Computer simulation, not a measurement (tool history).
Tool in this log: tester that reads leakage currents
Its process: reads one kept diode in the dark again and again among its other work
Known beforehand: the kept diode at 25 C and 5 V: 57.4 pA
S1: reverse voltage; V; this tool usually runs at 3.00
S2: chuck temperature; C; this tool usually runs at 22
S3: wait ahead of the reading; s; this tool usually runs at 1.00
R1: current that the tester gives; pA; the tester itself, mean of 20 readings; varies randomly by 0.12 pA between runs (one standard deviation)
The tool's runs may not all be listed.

| run | hour | S1 | S2 | S3 | R1 |
|---|---|---|---|---|---|
| 1 | 0.0 | 3.00 | 22 | 1.00 | 39.51 |
| 2 | 68.0 | 3.00 | 22 | 1.00 | 39.77 |
| 3 | 128.7 | 3.00 | 25 | 1.00 | 51.69 |
| 4 | 193.7 | 3.00 | 22 | 1.00 | 39.76 |
| 5 | 242.9 | 3.00 | 22 | 1.00 | 40.11 |
|  | 269.1 | chuck's temperature calibrated |
| 6 | 295.3 | 3.00 | 22 | 1.00 | 36.58 |
| 7 | 327.4 | 3.00 | 22 | 1.00 | 36.68 |
| 8 | 371.4 | 3.00 | 22 | 1.00 | 36.76 |
| 9 | 438.0 | 3.00 | 35 | 1.00 | 116.64 |
| 10 | 495.5 | 3.00 | 22 | 1.00 | 37.12 |
| 11 | 561.7 | 3.00 | 22 | 1.00 | 37.27 |
| 12 | 617.2 | 3.00 | 22 | 1.00 | 37.29 |
| 13 | 685.5 | 3.00 | 22 | 1.00 | 37.67 |
| 14 | 716.9 | 17.50 | 37 | 1.00 | 334.94 |
| 15 | 769.8 | 17.50 | 37 | 1.00 | 336.87 |
| 16 | 830.1 | 2.68 | 57 | 2.92 | 674.37 |
| 17 | 863.7 | 3.00 | 22 | 4.13 | 37.14 |
| 18 | 897.0 | 3.00 | 22 | 4.13 | 37.12 |
| 19 | 958.1 | 11.85 | 46 | 1.00 | 586.99 |
| 20 | 1003.6 | 1.09 | 22 | 0.99 | 23.11 |
| 21 | 1053.5 | 1.09 | 22 | 0.99 | 23.25 |
| 22 | 1105.8 | 1.09 | 22 | 0.99 | 23.25 |
| 23 | 1174.9 | 2.64 | 52 | 1.13 | 466.42 |
| 24 | 1235.6 | 2.64 | 25 | 6.79 | 46.87 |
| 25 | 1279.0 | 8.58 | 58 | 1.00 | 1313.33 |
| 26 | 1331.4 | 6.49 | 44 | 7.77 | 377.24 |

Pick out some run-to-run changes in R1. Of each, how much would a tool without hidden state show as well, from the settings, what came in and chance, and how much is left for the hidden state and any gauge scatter not in both results compared?
Hidden state present: stray current of the dirty probe card, pA a volt; current scale over the true one, %; true chuck temperature over the reading, C; drift of the gauge itself on leakage_pa, %.
Run 24 -> 25: S1 2.64 -> 8.58, S2 25 -> 58, S3 6.79 -> 1.00. R1 +1266.46 pA: hidden state +72.46, all else +1194.00.
Run 25 -> 26: S1 8.58 -> 6.49, S2 58 -> 44, S3 1.00 -> 7.77. R1 -936.09 pA: hidden state -50.03, all else -886.06.

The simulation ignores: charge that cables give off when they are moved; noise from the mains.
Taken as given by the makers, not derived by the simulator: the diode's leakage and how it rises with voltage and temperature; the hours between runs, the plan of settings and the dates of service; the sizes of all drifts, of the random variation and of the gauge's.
